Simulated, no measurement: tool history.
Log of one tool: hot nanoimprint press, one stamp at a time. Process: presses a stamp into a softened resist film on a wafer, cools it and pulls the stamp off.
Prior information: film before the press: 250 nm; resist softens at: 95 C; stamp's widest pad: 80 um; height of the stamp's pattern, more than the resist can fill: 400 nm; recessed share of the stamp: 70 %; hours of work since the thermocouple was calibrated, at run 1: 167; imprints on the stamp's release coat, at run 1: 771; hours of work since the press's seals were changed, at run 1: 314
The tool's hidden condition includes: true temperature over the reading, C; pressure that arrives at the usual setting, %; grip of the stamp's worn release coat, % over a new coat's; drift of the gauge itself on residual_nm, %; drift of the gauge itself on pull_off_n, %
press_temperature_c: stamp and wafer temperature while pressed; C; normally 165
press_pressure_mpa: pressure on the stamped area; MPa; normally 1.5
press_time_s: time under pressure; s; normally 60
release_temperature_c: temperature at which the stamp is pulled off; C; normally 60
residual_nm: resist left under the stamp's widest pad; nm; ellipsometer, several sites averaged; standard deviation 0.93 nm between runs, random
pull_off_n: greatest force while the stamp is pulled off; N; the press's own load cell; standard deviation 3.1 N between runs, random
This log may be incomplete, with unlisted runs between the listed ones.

| run | hour | press_temperature_c | press_pressure_mpa | press_time_s | release_temperature_c | hours of work since the thermocouple was calibrated | imprints on the stamp's release coat | hours of work since the press's seals were changed | residual_nm | pull_off_n |
|---|---|---|---|---|---|---|---|---|---|---|
| 1 | 0 | 165 | 1.5 | 60 | 60 | 167 | 771 | 314 | 135.1 | 218 |
| 2 | 61.2 | 165 | 1.5 | 60 | 60 | 206 | 887 | 352 | 132.9 | 219 |
| 3 | 107.4 | 165 | 1.5 | 60 | 60 | 234 | 974 | 381 | 134 | 221 |
| 4 | 176.2 | 165 | 1.5 | 60 | 60 | 278 | 1104 | 424 | 135.8 | 235 |
| 5 | 246.8 | 165 | 1.5 | 60 | 60 | 322 | 1238 | 468 | 135 | 249 |
| 6 | 312.6 | 165 | 1.5 | 78 | 60 | 363 | 1362 | 509 | 125.3 | 259 |
| 7 | 362.8 | 165 | 1.5 | 78 | 60 | 394 | 1457 | 541 | 125.6 | 260 |
| 8 | 435.4 | 165 | 1.5 | 78 | 60 | 440 | 1594 | 586 | 126.5 | 272 |
|  | 470.7 | plate thermocouple calibrated |
| 9 | 477.6 | 154 | 1.5 | 78 | 60 | 4 | 1668 | 611 | 173.4 | 284 |
| 10 | 527.3 | 154 | 1.24 | 78 | 60 | 35 | 1762 | 642 | 186.5 | 290 |
| 11 | 559.5 | 154 | 1.24 | 78 | 60 | 56 | 1822 | 662 | 186.4 | 286 |
| 12 | 611.5 | 165 | 1.5 | 60 | 60 | 88 | 1921 | 695 | 133.3 | 300 |
| 13 | 677.5 | 165 | 1.45 | 60 | 60 | 129 | 2045 | 736 | 138.5 | 306 |
|  | 717.9 | press's hydraulic seals changed and the load cell set to zero |
| 14 | 737.5 | 165 | 1.45 | 60 | 60 | 162 | 2143 | 12 | 135.5 | 324 |
| 15 | 812 | 165 | 1.16 | 60 | 51 | 209 | 2284 | 59 | 149.8 | 357 |
|  | 843.8 | stamp cleaned and given a new release coat |
| 16 | 866.4 | 158 | 1.59 | 75 | 49 | 239 | 42 | 89 | 154.9 | 168 |
| 17 | 907.7 | 168 | 1.5 | 54 | 60 | 265 | 120 | 115 | 126.7 | 158 |
| 18 | 977.8 | 168 | 1.5 | 54 | 60 | 309 | 253 | 159 | 128.1 | 170 |
| 19 | 1010.9 | 168 | 1.5 | 54 | 60 | 329 | 315 | 180 | 127.5 | 174 |
| 20 | 1076.9 | 168 | 1.92 | 46 | 60 | 371 | 440 | 221 | 120.9 | 184 |
| 21 | 1126.6 | 168 | 1.07 | 40 | 49 | 402 | 534 | 252 | 161.2 | 199 |
| 22 | 1183.2 | 168 | 1.58 | 50 | 49 | 437 | 641 | 287 | 127.2 | 218 |
|  | 1222.7 | plate thermocouple calibrated |
| 23 | 1231.4 | 170 | 2.33 | 43 | 67 | 5 | 726 | 316 | 101.6 | 189 |
| 24 | 1285.2 | 164 | 1.16 | 35 | 60 | 39 | 828 | 349 | 179.3 | 205 |
| 25 | 1351.4 | 164 | 1.16 | 35 | 60 | 81 | 953 | 391 | 177.3 | 217 |

Some steps in residual_nm, run to run, broken into two amounts with sign: the step expected even without the hidden condition (settings, incoming material, random variation), and the rest, left for the hidden condition together with whatever gauge scatter is not in both the measured and the hidden-condition-free result:
Run 8 -> 9: press_temperature_c 165 -> 154, plate thermocouple calibrated. residual_nm +46.9 nm: hidden state -4.6, all else +51.5.
Run 11 -> 12: press_temperature_c 154 -> 165, press_pressure_mpa 1.24 -> 1.5, press_time_s 78 -> 60. residual_nm -53.1 nm: hidden state +0.6, all else -53.7.
Run 22 -> 23: press_temperature_c 168 -> 170, press_pressure_mpa 1.58 -> 2.33, press_time_s 50 -> 43, release_temperature_c 49 -> 67, plate thermocouple calibrated. residual_nm -25.6 nm: hidden state -5, all else -20.6.
Run 23 -> 24: press_temperature_c 170 -> 164, press_pressure_mpa 2.33 -> 1.16, press_time_s 43 -> 35, release_temperature_c 67 -> 60. residual_nm +77.7 nm: hidden state +0.2, all else +77.5.

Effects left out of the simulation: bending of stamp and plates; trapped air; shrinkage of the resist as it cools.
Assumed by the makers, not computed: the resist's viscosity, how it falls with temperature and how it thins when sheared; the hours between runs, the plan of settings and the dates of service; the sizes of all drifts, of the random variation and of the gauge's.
